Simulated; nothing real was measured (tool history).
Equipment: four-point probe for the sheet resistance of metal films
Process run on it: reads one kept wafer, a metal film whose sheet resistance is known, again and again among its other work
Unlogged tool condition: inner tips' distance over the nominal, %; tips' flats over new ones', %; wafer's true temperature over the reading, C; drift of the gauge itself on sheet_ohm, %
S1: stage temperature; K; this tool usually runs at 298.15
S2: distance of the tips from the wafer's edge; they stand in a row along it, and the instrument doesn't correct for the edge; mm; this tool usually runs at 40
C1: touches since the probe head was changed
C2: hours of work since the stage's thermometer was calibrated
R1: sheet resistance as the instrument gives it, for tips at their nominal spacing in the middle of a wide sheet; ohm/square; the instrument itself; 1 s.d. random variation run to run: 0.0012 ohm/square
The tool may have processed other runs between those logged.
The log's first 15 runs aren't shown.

run	hour	S1	S2	C1	C2	R1
16	330.2	298.15	40	106363	1091	6.063614
17	352.1	298.15	40	107750	1107	6.063109
18	376.8	298.15	40	109322	1124	6.062187
19	403.4	298.15	9	111009	1144	6.120592
20	429.9	298.15	9	112689	1163	6.122143
21	451.7	297.15	4	114071	1178	6.365769
22	475.8	307.15	3	115599	1196	6.599986
23	489.5	293.15	60	116467	1206	6.048526
24	507.9	296.15	17	117637	1219	6.068206
25	530.5	303.15	67	119070	1235	6.061786
26	557.6	291.15	12	120784	1255	6.079514
27	578.2	291.15	12	122097	1270	6.078815
28	601.6	304.15	47	123575	1287	6.064143
29	622.6	297.15	7	124910	1302	6.156456
30	645.7	300.15	5	126373	1318	6.258825
31	658.6	300.15	5	127192	1328	6.257579
32	682.1	300.15	65	128686	1345	6.052419
33	698.1	300.15	65	129696	1356	6.055926
34	721.1	300.15	65	131156	1373	6.054665
35	748.4	300.15	65	132890	1392	6.050694
36	769.7	298.15	33	134240	1408	6.05294
37	782.4	298.15	24	135045	1417	6.056982

Expected results for the next run?
38	799.5	298.15	7	136129	1429	?

R1: 6.151545 ohm/square
On a tool with no hidden condition, and with the same random variation, this run would have come out at R1 6.215606 ohm/square.

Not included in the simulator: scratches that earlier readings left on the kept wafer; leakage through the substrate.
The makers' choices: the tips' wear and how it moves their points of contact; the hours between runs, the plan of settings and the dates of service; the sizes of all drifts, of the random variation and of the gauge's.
